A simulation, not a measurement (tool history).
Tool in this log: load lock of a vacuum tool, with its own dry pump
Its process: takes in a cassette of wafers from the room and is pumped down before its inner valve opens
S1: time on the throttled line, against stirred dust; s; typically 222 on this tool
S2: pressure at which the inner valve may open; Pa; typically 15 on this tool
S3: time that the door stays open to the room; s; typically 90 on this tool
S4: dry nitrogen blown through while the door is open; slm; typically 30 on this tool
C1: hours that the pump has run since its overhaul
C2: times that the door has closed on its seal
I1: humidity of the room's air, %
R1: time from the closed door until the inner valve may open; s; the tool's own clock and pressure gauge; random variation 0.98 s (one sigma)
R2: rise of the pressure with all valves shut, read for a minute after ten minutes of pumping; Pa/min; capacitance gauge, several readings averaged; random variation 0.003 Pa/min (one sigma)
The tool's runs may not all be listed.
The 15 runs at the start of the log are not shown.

| run | hour | S1 | S2 | S3 | S4 | C1 | C2 | I1 | R1 | R2 |
|---|---|---|---|---|---|---|---|---|---|---|
| 16 | 1802.1 | 222 | 15 | 90 | 30 | 9342 | 5786 | 45.1 | 353.9 | 0.035 |
| 17 | 1970.8 | 222 | 15 | 90 | 30 | 9511 | 6058 | 47.1 | 353.3 | 0.034 |
| 18 | 2092.3 | 222 | 15 | 90 | 30 | 9632 | 6255 | 43.7 | 354.2 | 0.036 |
| 19 | 2227.9 | 271 | 19 | 118 | 15 | 9768 | 6473 | 44.4 | 387.8 | 0.052 |
| 20 | 2365.3 | 271 | 19 | 118 | 15 | 9905 | 6695 | 42.2 | 389.1 | 0.045 |
| 21 | 2438.9 | 176 | 14 | 37 | 23 | 9979 | 6814 | 42.5 | 317.7 | 0.035 |
| 22 | 2528.4 | 176 | 14 | 37 | 23 | 10068 | 6958 | 45.1 | 320.7 | 0.033 |
| 23 | 2651 | 214 | 14 | 163 | 15 | 10191 | 7156 | 47.4 | 348.4 | 0.055 |
| 24 | 2790.7 | 214 | 14 | 163 | 15 | 10331 | 7381 | 41.7 | 349.9 | 0.052 |
| 25 | 2959.4 | 117 | 25 | 74 | 15 | 10499 | 7654 | 48.6 | 260.3 | 0.051 |
| 26 | 3040.2 | 136 | 13 | 90 | 30 | 10580 | 7784 | 47.6 | 290.5 | 0.043 |
| 27 | 3180.9 | 216 | 15 | 90 | 13 | 10721 | 8011 | 42.2 | 350.2 | 0.053 |
| 28 | 3308.3 | 207 | 15 | 90 | 13 | 10848 | 8217 | 43.7 | 344.6 | 0.045 |
| 29 | 3439.7 | 222 | 15 | 90 | 30 | 10980 | 8429 | 46.8 | 357.8 | 0.049 |
| 30 | 3587.2 | 222 | 15 | 90 | 30 | 11127 | 8667 | 44.9 | 356.8 | 0.051 |
| 31 | 3665.6 | 273 | 11 | 31 | 13 | 11206 | 8793 | 46 | 403.5 | 0.046 |
| 32 | 3790.7 | 273 | 14 | 31 | 13 | 11331 | 8995 | 41.8 | 397.9 | 0.044 |
| 33 | 3872.8 | 273 | 14 | 31 | 13 | 11413 | 9127 | 45.1 | 399.4 | 0.047 |
| 34 | 3972.2 | 222 | 15 | 56 | 29 | 11512 | 9288 | 49.4 | 356.2 | 0.048 |
| 35 | 4074.3 | 152 | 16 | 56 | 29 | 11614 | 9453 | 45.4 | 299.9 | 0.05 |

What if the next run were any one of these 5? Each begins from the tool's condition after run 35:
| A | 4246.7 | 222 | 15 | 174 | 30 | 11787 | 9731 | 45.5 | ? | ? |
| B | 4246.7 | 159 | 29 | 90 | 30 | 11787 | 9731 | 43.9 | ? | ? |
| C | 4246.7 | 187 | 15 | 90 | 22 | 11787 | 9731 | 45 | ? | ? |
| D | 4246.7 | 152 | 17 | 187 | 16 | 11787 | 9731 | 44.2 | ? | ? |
| E | 4246.7 | 188 | 15 | 170 | 30 | 11787 | 9731 | 44.5 | ? | ? |

| run | R1 | R2 |
|---|---|---|
| A | 358.5 | 0.057 |
| B | 294.4 | 0.052 |
| C | 332.3 | 0.05 |
| D | 299.4 | 0.06 |
| E | 330 | 0.061 |
Take away the tool's hidden state, keep each run's random variation, and the runs would have read:
| run | R1 | R2 |
|---|---|---|
| A | 341 | 0.023 |
| B | 277.4 | 0.018 |
| C | 313.7 | 0.017 |
| D | 280.8 | 0.026 |
| E | 312 | 0.026 |
